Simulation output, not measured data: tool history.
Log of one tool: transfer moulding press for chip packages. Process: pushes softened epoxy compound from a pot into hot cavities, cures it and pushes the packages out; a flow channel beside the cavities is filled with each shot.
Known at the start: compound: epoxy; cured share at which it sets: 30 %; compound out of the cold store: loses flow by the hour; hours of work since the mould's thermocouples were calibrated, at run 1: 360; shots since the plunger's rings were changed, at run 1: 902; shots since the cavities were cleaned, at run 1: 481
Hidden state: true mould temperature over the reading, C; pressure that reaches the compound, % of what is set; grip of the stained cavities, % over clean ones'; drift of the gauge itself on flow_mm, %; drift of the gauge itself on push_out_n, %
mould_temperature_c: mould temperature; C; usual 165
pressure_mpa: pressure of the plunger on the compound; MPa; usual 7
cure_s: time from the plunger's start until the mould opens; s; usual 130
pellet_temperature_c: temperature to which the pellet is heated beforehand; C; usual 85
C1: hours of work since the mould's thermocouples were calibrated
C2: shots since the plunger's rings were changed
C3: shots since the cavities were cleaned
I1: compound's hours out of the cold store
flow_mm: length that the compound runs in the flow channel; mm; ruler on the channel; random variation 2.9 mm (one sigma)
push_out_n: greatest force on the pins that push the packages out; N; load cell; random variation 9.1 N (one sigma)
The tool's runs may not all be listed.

run 1 hour=0 | mould_temperature_c=165 pressure_mpa=7 cure_s=130 pellet_temperature_c=85 | C1=360 C2=902 C3=481 | I1=19.9 | flow_mm=939 push_out_n=410
-- hour=12.7 cavities cleaned with cleaning compound and waxed
run 2 hour=49.8 | mould_temperature_c=165 pressure_mpa=7 cure_s=131 pellet_temperature_c=85 | C1=383 C2=1268 C3=281 | I1=30.1 | flow_mm=908 push_out_n=402
run 3 hour=84.4 | mould_temperature_c=165 pressure_mpa=7 cure_s=131 pellet_temperature_c=85 | C1=400 C2=1530 C3=543 | I1=8.3 | flow_mm=988 push_out_n=417
-- hour=88.3 cavities cleaned with cleaning compound and waxed
run 4 hour=111.9 | mould_temperature_c=165 pressure_mpa=7 cure_s=131 pellet_temperature_c=85 | C1=413 C2=1726 C3=178 | I1=30.5 | flow_mm=904 push_out_n=404
run 5 hour=151.3 | mould_temperature_c=165 pressure_mpa=7 cure_s=131 pellet_temperature_c=85 | C1=432 C2=2024 C3=476 | I1=15.8 | flow_mm=956 push_out_n=409
-- hour=166 cavities cleaned with cleaning compound and waxed
run 6 hour=193.1 | mould_temperature_c=165 pressure_mpa=7 cure_s=131 pellet_temperature_c=85 | C1=452 C2=2329 C3=205 | I1=43 | flow_mm=871 push_out_n=414
-- hour=245.1 cavities cleaned with cleaning compound and waxed
run 7 hour=245.2 | mould_temperature_c=165 pressure_mpa=7 cure_s=130 pellet_temperature_c=85 | C1=477 C2=2711 C3=0 | I1=42.1 | flow_mm=875 push_out_n=384
run 8 hour=299 | mould_temperature_c=165 pressure_mpa=7 cure_s=130 pellet_temperature_c=85 | C1=503 C2=3119 C3=408 | I1=18 | flow_mm=953 push_out_n=419
-- hour=317.3 plunger's sealing rings changed
-- hour=323.7 cavities cleaned with cleaning compound and waxed
run 9 hour=348.3 | mould_temperature_c=165 pressure_mpa=7 cure_s=130 pellet_temperature_c=85 | C1=525 C2=222 C3=185 | I1=28.4 | flow_mm=914 push_out_n=403
-- hour=402.1 cavities cleaned with cleaning compound and waxed
run 10 hour=406.7 | mould_temperature_c=165 pressure_mpa=5.38 cure_s=130 pellet_temperature_c=85 | C1=553 C2=653 C3=35 | I1=24.8 | flow_mm=811 push_out_n=376
run 11 hour=455.7 | mould_temperature_c=165 pressure_mpa=5.38 cure_s=130 pellet_temperature_c=85 | C1=577 C2=1023 C3=405 | I1=42.2 | flow_mm=761 push_out_n=416
-- hour=479.9 cavities cleaned with cleaning compound and waxed
run 12 hour=494.2 | mould_temperature_c=165 pressure_mpa=7 cure_s=130 pellet_temperature_c=85 | C1=595 C2=1304 C3=109 | I1=32.6 | flow_mm=901 push_out_n=410
run 13 hour=523.1 | mould_temperature_c=165 pressure_mpa=7 cure_s=130 pellet_temperature_c=85 | C1=609 C2=1522 C3=327 | I1=43.4 | flow_mm=865 push_out_n=413
run 14 hour=550.1 | mould_temperature_c=165 pressure_mpa=7 cure_s=130 pellet_temperature_c=85 | C1=622 C2=1726 C3=531 | I1=46.2 | flow_mm=859 push_out_n=383
-- hour=557.8 cavities cleaned with cleaning compound and waxed
run 15 hour=582.2 | mould_temperature_c=165 pressure_mpa=7.46 cure_s=130 pellet_temperature_c=75 | C1=637 C2=1958 C3=184 | I1=11.7 | flow_mm=1007 push_out_n=403
-- hour=634.1 cavities cleaned with cleaning compound and waxed
run 16 hour=639 | mould_temperature_c=158 pressure_mpa=7.72 cure_s=130 pellet_temperature_c=91 | C1=664 C2=2376 C3=37 | I1=25.8 | flow_mm=999 push_out_n=579
run 17 hour=663.3 | mould_temperature_c=161 pressure_mpa=5.44 cure_s=133 pellet_temperature_c=93 | C1=676 C2=2560 C3=221 | I1=29.4 | flow_mm=819 push_out_n=445
run 18 hour=707.6 | mould_temperature_c=161 pressure_mpa=5.44 cure_s=133 pellet_temperature_c=93 | C1=698 C2=2895 C3=556 | I1=24.5 | flow_mm=834 push_out_n=457
-- hour=711.5 cavities cleaned with cleaning compound and waxed
-- hour=758.3 plunger's sealing rings changed
run 19 hour=760.8 | mould_temperature_c=169 pressure_mpa=7 cure_s=130 pellet_temperature_c=79 | C1=722 C2=18 C3=354 | I1=21.7 | flow_mm=923 push_out_n=388

Run 20 comes next. What will it give?
-- hour=791 cavities cleaned with cleaning compound and waxed
run 20 hour=796.1 | mould_temperature_c=169 pressure_mpa=8.49 cure_s=132 pellet_temperature_c=80 | C1=738 C2=274 C3=39 | I1=35.3 | flow_mm=? push_out_n=?

Run 20 gave flow_mm 967 mm, push_out_n 380 N.
Without the tool's hidden state the same run would have given flow_mm 967 mm, push_out_n 379 N.
